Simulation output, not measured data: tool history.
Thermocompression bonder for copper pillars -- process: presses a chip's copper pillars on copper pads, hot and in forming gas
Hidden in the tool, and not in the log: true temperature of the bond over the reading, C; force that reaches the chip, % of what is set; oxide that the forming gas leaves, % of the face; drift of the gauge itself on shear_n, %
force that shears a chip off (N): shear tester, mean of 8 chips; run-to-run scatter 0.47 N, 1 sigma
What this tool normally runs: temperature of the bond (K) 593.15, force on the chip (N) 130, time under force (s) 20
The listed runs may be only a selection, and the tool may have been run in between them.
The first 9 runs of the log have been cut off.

run,hour,temperature of the bond (K),force on the chip (N),time under force (s),hours of work since the heater was calibrated,hours of work since the force cell was calibrated,hours of work since the gas filter was changed,force that shears a chip off (N)
10,60.0,593.15,130,20,256,108,27,39.3
11,67.2,593.15,130,20,260,112,31,39.3
12,73.1,593.15,130,20,263,116,34,38.0
13,77.9,593.15,130,20,266,118,37,38.8
14,85.4,593.15,130,20,270,122,41,38.6
15,91.2,590.15,130,20,274,126,44,36.7
16,96.3,618.15,130,27,276,129,47,54.2
17,101.2,618.15,130,27,279,131,50,55.7
18,105.7,565.15,130,24,282,134,52,28.4
19,109.6,565.15,130,24,284,136,54,28.4
20,116.6,572.15,130,24,288,140,58,31.2
21,124.0,572.15,130,24,292,144,62,30.9
22,130.8,572.15,130,24,296,148,66,30.6
23,135.3,577.15,124,20,298,150,69,28.5
24,140.6,577.15,124,20,301,153,72,29.1
25,147.6,604.15,124,12,305,157,76,32.4
26,156.6,569.15,85,12,310,162,81,13.3
27,164.2,601.15,89,18,314,167,85,25.5
28,172.0,620.15,130,23,319,171,89,51.1
29,176.5,575.15,130,18,321,173,92,27.4
30,183.9,599.15,93,21,325,178,96,27.8

Consider 3 possible next runs. They are alternatives, not a sequence: every one starts from the tool as it was left by run 30. What does each give?
A,188.8,621.15,136,25,328,180,99,?
B,188.8,573.15,87,21,328,180,99,?
C,188.8,566.15,130,26,328,180,99,?

run,force that shears a chip off (N)
A,55.1
B,18.1
C,28.7
Had the tool no hidden state, the same runs would have come out as:
run,force that shears a chip off (N)
A,60.9
B,20.2
C,32.0
